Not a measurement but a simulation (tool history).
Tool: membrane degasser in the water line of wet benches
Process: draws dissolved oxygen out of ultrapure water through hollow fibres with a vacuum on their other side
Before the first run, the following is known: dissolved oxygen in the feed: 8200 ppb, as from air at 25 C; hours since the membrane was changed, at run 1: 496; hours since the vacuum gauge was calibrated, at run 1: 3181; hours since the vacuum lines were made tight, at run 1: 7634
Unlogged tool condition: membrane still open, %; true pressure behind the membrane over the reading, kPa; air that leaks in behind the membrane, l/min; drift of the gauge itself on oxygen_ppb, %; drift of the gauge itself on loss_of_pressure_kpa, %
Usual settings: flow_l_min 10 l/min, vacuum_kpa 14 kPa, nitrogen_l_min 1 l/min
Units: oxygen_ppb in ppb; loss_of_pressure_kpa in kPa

run	day	flow_l_min	vacuum_kpa	nitrogen_l_min	hours since the membrane was changed	hours since the vacuum gauge was calibrated	hours since the vacuum lines were made tight	oxygen_ppb	loss_of_pressure_kpa
1	0	10	14	1	496	3181	7634	295.6	63.07
2	1.329	10	14	1	528	3213	7666	296.9	63.25
3	2.708	10	14	1	562	3246	7699	295.7	63.04
4	4.079	10	14	1	594	3279	7732	295	63.05
5	5.25	15	14	1	622	3307	7760	504.5	94.81
6	6.088	15	14	1.7	643	3327	7780	363.1	94.56
7	7.108	10	32.8	1	667	3351	7805	695.9	63.46
8	8.092	10	32.8	1.14	691	3375	7828	618.6	63.03
9	9.233	10	32.8	1.14	718	3402	7856	624.6	63.32
10	10.154	8	11.8	1.14	740	3424	7878	165.5	50.88
11	11.708	10	13.7	0.53	777	3462	7915	471.7	63.61

Run 12, settings as shown, results not yet in. Your forecast:
12	13.171	10	13.7	0.53	813	3497	7950	?	?

oxygen_ppb: 470.8 ppb
loss_of_pressure_kpa: 63.71 kPa
On a tool with no hidden condition, and with the same random variation, this run would have come out at oxygen_ppb 470.6 ppb, loss_of_pressure_kpa 63.32 kPa.

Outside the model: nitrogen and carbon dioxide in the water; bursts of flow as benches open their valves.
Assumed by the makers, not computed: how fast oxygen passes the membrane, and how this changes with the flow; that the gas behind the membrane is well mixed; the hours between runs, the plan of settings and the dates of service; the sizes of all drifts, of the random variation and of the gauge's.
